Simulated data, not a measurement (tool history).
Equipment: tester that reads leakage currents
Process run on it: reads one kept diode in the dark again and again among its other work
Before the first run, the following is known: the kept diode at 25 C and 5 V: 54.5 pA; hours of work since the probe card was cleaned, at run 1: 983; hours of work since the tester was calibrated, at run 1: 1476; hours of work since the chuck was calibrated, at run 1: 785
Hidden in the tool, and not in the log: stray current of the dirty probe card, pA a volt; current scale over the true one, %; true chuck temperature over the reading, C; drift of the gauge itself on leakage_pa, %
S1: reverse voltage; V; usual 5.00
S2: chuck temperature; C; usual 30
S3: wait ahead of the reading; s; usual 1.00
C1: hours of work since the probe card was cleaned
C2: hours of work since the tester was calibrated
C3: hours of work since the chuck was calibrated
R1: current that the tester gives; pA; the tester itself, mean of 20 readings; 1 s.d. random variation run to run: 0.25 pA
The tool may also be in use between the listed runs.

run 1 day=0.000 | S1=5.00 S2=30 S3=1.00 | C1=983 C2=1476 C3=785 | R1=93.32
run 2 day=6.767 | S1=5.00 S2=30 S3=1.00 | C1=1091 C2=1585 C3=894 | R1=94.07
run 3 day=15.188 | S1=5.00 S2=30 S3=1.00 | C1=1226 C2=1720 C3=1029 | R1=96.23
run 4 day=21.950 | S1=4.84 S2=30 S3=1.00 | C1=1335 C2=1828 C3=1137 | R1=95.68
-- day=31.238 chuck's temperature calibrated
run 5 day=31.600 | S1=4.84 S2=30 S3=1.00 | C1=1488 C2=1982 C3=6 | R1=90.38
run 6 day=39.917 | S1=4.84 S2=30 S3=1.00 | C1=1621 C2=2115 C3=139 | R1=91.78
run 7 day=45.617 | S1=4.84 S2=30 S3=1.00 | C1=1713 C2=2206 C3=230 | R1=92.76
run 8 day=49.875 | S1=5.00 S2=33 S3=1.00 | C1=1781 C2=2275 C3=299 | R1=116.08
run 9 day=54.983 | S1=1.98 S2=30 S3=1.00 | C1=1863 C2=2356 C3=381 | R1=58.38
-- day=58.462 probe card cleaned and baked
run 10 day=63.421 | S1=1.98 S2=27 S3=1.00 | C1=80 C2=2490 C3=514 | R1=43.12
run 11 day=68.733 | S1=5.00 S2=30 S3=1.00 | C1=165 C2=2575 C3=599 | R1=85.86
run 12 day=74.125 | S1=5.00 S2=30 S3=1.00 | C1=251 C2=2661 C3=686 | R1=86.91
run 13 day=78.346 | S1=5.00 S2=30 S3=1.00 | C1=319 C2=2729 C3=753 | R1=87.71
run 14 day=86.650 | S1=5.00 S2=30 S3=1.00 | C1=452 C2=2862 C3=886 | R1=89.43
run 15 day=94.038 | S1=5.00 S2=30 S3=1.00 | C1=570 C2=2980 C3=1005 | R1=91.26
run 16 day=103.046 | S1=5.00 S2=30 S3=1.00 | C1=715 C2=3125 C3=1149 | R1=93.45
run 17 day=108.817 | S1=5.00 S2=30 S3=1.00 | C1=807 C2=3217 C3=1242 | R1=94.44
-- day=111.588 chuck's temperature calibrated
run 18 day=113.450 | S1=5.00 S2=30 S3=1.00 | C1=880 C2=3290 C3=30 | R1=88.43
run 19 day=119.950 | S1=5.00 S2=30 S3=1.00 | C1=984 C2=3395 C3=134 | R1=90.07
run 20 day=126.438 | S1=5.00 S2=30 S3=1.00 | C1=1088 C2=3499 C3=238 | R1=91.23
-- day=129.288 tester calibrated
run 21 day=135.738 | S1=5.00 S2=30 S3=1.00 | C1=1236 C2=103 C3=386 | R1=91.94
run 22 day=141.967 | S1=2.08 S2=35 S3=1.00 | C1=1336 C2=203 C3=486 | R1=83.22
run 23 day=150.662 | S1=5.28 S2=21 S3=1.00 | C1=1475 C2=343 C3=625 | R1=54.34
run 24 day=156.488 | S1=5.28 S2=21 S3=1.00 | C1=1569 C2=436 C3=718 | R1=55.45
run 25 day=164.712 | S1=5.00 S2=40 S3=1.54 | C1=1701 C2=568 C3=850 | R1=189.00
run 26 day=173.200 | S1=5.00 S2=40 S3=1.54 | C1=1837 C2=704 C3=986 | R1=192.19
-- day=177.875 probe card cleaned and baked
run 27 day=181.512 | S1=5.00 S2=40 S3=1.54 | C1=58 C2=835 C3=1118 | R1=181.44
run 28 day=188.825 | S1=5.00 S2=40 S3=1.54 | C1=176 C2=952 C3=1235 | R1=183.61
-- day=192.338 chuck's temperature calibrated
run 29 day=198.317 | S1=5.00 S2=40 S3=1.54 | C1=326 C2=1103 C3=96 | R1=170.69
run 30 day=203.588 | S1=3.41 S2=45 S3=0.60 | C1=411 C2=1188 C3=180 | R1=201.02
run 31 day=208.596 | S1=3.41 S2=45 S3=0.60 | C1=491 C2=1268 C3=261 | R1=202.37
run 32 day=216.325 | S1=3.41 S2=45 S3=0.60 | C1=615 C2=1392 C3=385 | R1=204.92

Branching from run 32: 5 alternative next runs. What would each branch give?
run A day=221.675 | S1=1.46 S2=37 S3=1.14 | C1=701 C2=1478 C3=470 | R1=?
run B day=221.675 | S1=4.10 S2=45 S3=1.59 | C1=701 C2=1478 C3=470 | R1=?
run C day=221.675 | S1=5.00 S2=30 S3=1.90 | C1=701 C2=1478 C3=470 | R1=?
run D day=221.675 | S1=5.00 S2=32 S3=1.14 | C1=701 C2=1478 C3=470 | R1=?
run E day=221.675 | S1=5.68 S2=32 S3=1.00 | C1=701 C2=1478 C3=470 | R1=?

run=A R1=78.46
run=B R1=225.73
run=C R1=88.36
run=D R1=101.82
run=E R1=108.92
Without the tool's hidden state the same runs would have given:
run=A R1=74.13
run=B R1=213.74
run=C R1=80.24
run=D R1=93.22
run=E R1=99.41

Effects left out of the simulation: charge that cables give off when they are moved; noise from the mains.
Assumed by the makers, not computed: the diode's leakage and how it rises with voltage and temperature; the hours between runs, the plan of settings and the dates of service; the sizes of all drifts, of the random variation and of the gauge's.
